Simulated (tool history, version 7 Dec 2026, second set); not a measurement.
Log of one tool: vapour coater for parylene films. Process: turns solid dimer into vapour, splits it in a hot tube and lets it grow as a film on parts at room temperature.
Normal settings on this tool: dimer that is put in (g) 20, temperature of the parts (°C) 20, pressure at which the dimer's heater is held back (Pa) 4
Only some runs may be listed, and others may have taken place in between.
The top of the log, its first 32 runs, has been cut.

run   hour  dimer that is put in (g)  temperature of the parts (°C)  pressure at which the dimer's heater is held back (Pa)  hours of work since the trap's valve was overhauled  hours of work since the table's thermometer was calibrated  thickness of the film (µm)
 33  360.7                        25                             20                                                       4                                                   96                                                         300                       15.06
 34  375.2                        29                             30                                                    2.84                                                  106                                                         310                       14.61
 35  384.1                        20                             12                                                       4                                                  112                                                         316                       14.59
 36  394.7                        20                             12                                                       4                                                  120                                                         323                       14.54
 37  406.7                        22                             17                                                       4                                                  128                                                         332                       14.09
 38  414.7                        13                             13                                                   10.36                                                  134                                                         337                        7.57
 39  426.1                        20                             24                                                    4.78                                                  141                                                         345                       10.45
 40  438.3                        20                             24                                                    4.78                                                  150                                                         354                       10.33
 41  451.8                        20                             20                                                    3.36                                                  159                                                         363                        12.3
 42  461.5                        20                             20                                                    3.66                                                  166                                                         370                       12.29
 43  475.5                        14                             20                                                    7.38                                                  176                                                         379                        7.35
 44  491.1                        14                             20                                                    7.38                                                  187                                                         390                        7.22
 45  504.9                        14                             20                                                    7.38                                                  196                                                         400                        7.32
 46  517.5                        20                             30                                                    8.55                                                  205                                                         409                        7.92

Below are 5 alternative next runs, each starting from the tool's condition after run 46. Predict each:
  A  530.1                        29                             32                                                       4                                                  214                                                         417                           ?
  B  530.1                        13                             30                                                    8.55                                                  214                                                         417                           ?
  C  530.1                        18                             18                                                    9.99                                                  214                                                         417                           ?
  D  530.1                        12                             15                                                    7.07                                                  214                                                         417                           ?
  E  530.1                        18                             20                                                    2.89                                                  214                                                         417                           ?

run  thickness of the film (µm)
  A                       12.97
  B                        5.13
  C                        9.19
  D                        7.11
  E                       11.45
Had the tool no hidden state, the same runs would have come out as:
run  thickness of the film (µm)
  A                       12.99
  B                        5.14
  C                         9.2
  D                        7.12
  E                       11.47
